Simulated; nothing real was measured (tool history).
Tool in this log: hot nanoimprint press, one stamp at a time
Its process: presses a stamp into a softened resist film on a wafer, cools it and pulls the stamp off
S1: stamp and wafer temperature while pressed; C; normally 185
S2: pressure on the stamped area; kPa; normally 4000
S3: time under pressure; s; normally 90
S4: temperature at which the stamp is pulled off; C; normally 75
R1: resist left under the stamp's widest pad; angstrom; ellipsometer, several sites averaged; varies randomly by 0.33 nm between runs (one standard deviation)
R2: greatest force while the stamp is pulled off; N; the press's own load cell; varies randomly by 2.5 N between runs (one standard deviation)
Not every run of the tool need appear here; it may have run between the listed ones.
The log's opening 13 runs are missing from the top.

{"run": 14, "day": 4.333, "S1": 185, "S2": 4000, "S3": 90, "S4": 75, "R1": 1042, "R2": 216}
{"run": 15, "day": 4.796, "S1": 185, "S2": 4000, "S3": 90, "S4": 72, "R1": 1027, "R2": 230}
{"run": 16, "day": 5.117, "S1": 185, "S2": 4000, "S3": 90, "S4": 72, "R1": 1040, "R2": 225}
{"run": 17, "day": 5.383, "S1": 182, "S2": 3920, "S3": 86, "S4": 60, "R1": 1154, "R2": 269}
{"run": 18, "day": 5.7, "S1": 185, "S2": 6350, "S3": 46, "S4": 70, "R1": 1088, "R2": 237}
{"run": 19, "day": 6.096, "S1": 185, "S2": 2430, "S3": 58, "S4": 77, "R1": 1492, "R2": 218}
{"run": 20, "day": 6.308, "S1": 176, "S2": 3460, "S3": 86, "S4": 63, "R1": 1426, "R2": 256}
{"run": 21, "day": 6.608, "S1": 176, "S2": 2540, "S3": 86, "S4": 63, "R1": 1601, "R2": 258}
{"run": 22, "day": 6.879, "S1": 176, "S2": 2540, "S3": 86, "S4": 63, "R1": 1594, "R2": 258}
{"run": 23, "day": 7.25, "S1": 196, "S2": 5780, "S3": 152, "S4": 63, "R1": 513, "R2": 257}
{"run": 24, "day": 7.5, "S1": 185, "S2": 4000, "S3": 120, "S4": 75, "R1": 919, "R2": 225}
{"run": 25, "day": 7.904, "S1": 185, "S2": 4000, "S3": 120, "S4": 75, "R1": 926, "R2": 233}
{"run": 26, "day": 8.183, "S1": 185, "S2": 4000, "S3": 120, "S4": 75, "R1": 918, "R2": 231}
{"run": 27, "day": 8.508, "S1": 176, "S2": 3250, "S3": 82, "S4": 82, "R1": 1480, "R2": 210}
{"run": 28, "day": 8.779, "S1": 185, "S2": 4000, "S3": 59, "S4": 81, "R1": 1207, "R2": 214}
{"run": 29, "day": 9.058, "S1": 190, "S2": 2990, "S3": 90, "S4": 75, "R1": 1036, "R2": 232}
{"run": 30, "day": 9.517, "S1": 192, "S2": 2560, "S3": 141, "S4": 79, "R1": 885, "R2": 223}
{"run": 31, "day": 9.812, "S1": 185, "S2": 2640, "S3": 58, "S4": 75, "R1": 1447, "R2": 234}

Consider 3 possible next runs. They are alternatives, not a sequence: every one starts from the tool as it was left by run 31. What does each give?
{"run": "A", "day": 10.25, "S1": 185, "S2": 2690, "S3": 160, "S4": 75, "R1": "?", "R2": "?"}
{"run": "B", "day": 10.25, "S1": 195, "S2": 2640, "S3": 58, "S4": 75, "R1": "?", "R2": "?"}
{"run": "C", "day": 10.25, "S1": 181, "S2": 4000, "S3": 71, "S4": 75, "R1": "?", "R2": "?"}

run=A R1=991 R2=234
run=B R1=1143 R2=234
run=C R1=1254 R2=235
Without the tool's hidden state the same runs would have given:
run=A R1=1052 R2=204
run=B R1=1201 R2=205
run=C R1=1323 R2=206
